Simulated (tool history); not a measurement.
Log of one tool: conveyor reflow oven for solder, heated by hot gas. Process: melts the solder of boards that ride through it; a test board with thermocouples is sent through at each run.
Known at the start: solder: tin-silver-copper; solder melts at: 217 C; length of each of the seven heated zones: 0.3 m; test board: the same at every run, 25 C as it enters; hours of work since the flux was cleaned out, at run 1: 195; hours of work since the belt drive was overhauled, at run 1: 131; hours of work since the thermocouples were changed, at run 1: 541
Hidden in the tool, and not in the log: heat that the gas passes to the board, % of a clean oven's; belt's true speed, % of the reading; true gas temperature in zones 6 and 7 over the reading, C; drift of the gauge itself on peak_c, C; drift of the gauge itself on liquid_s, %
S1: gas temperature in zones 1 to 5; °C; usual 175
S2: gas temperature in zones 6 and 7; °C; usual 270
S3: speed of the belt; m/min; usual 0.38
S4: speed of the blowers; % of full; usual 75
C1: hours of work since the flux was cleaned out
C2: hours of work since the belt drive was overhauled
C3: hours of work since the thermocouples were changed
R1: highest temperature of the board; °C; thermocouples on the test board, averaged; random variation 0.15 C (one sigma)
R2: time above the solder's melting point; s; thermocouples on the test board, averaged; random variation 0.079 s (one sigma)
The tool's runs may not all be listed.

run	hour	S1	S2	S3	S4	C1	C2	C3	R1	R2
1	0	175	270	0.38	75	195	131	541	257.7	77.14
2	10.5	175	270	0.38	85	199	135	545	259.2	78.38
# hour 20.3: flux residue cleaned out of gas plates and filters
3	21.4	175	270	0.38	85	0	138	547	259.4	78.26
4	27.6	175	270	0.38	75	3	140	550	257.8	77.04
5	38.2	175	270	0.38	75	7	145	554	257.8	77.03
6	42.9	175	270	0.38	75	9	146	556	258.2	76.88
7	48.8	175	270	0.38	75	11	149	558	257.9	77.05
8	55.4	175	270	0.38	75	14	151	561	257.9	77.02
9	64.9	175	270	0.38	75	18	155	565	257.9	76.96
10	76.1	175	265	0.38	78	22	160	569	253.5	74.23
11	80.8	162	275	0.342	76	24	162	571	264.1	85.57
12	85.7	185	270	0.38	75	26	164	573	259.2	82.46
13	94.6	187	274	0.38	75	30	167	577	263	85.73
14	103.4	187	274	0.38	75	33	171	580	263.1	85.67
15	113.8	187	274	0.38	75	38	175	584	263.2	85.7
16	124.4	175	270	0.408	75	42	179	589	256.1	69.71
17	135.2	171	285	0.452	58	46	184	593	260.9	63.32

3 ways to go on from here, each from the tool as it stands after run 17. What would each give?
A	142.2	186	284	0.38	57	49	186	596	?	?
B	142.2	177	285	0.448	87	49	186	596	?	?
C	142.2	175	258	0.427	75	49	186	596	?	?

run	R1	R2
A	269.2	88.19
B	268.4	71.08
C	244.1	56.76
Without the tool's hidden state the same runs would have given:
run	R1	R2
A	269.3	88.22
B	268.5	71.11
C	244.2	56.83
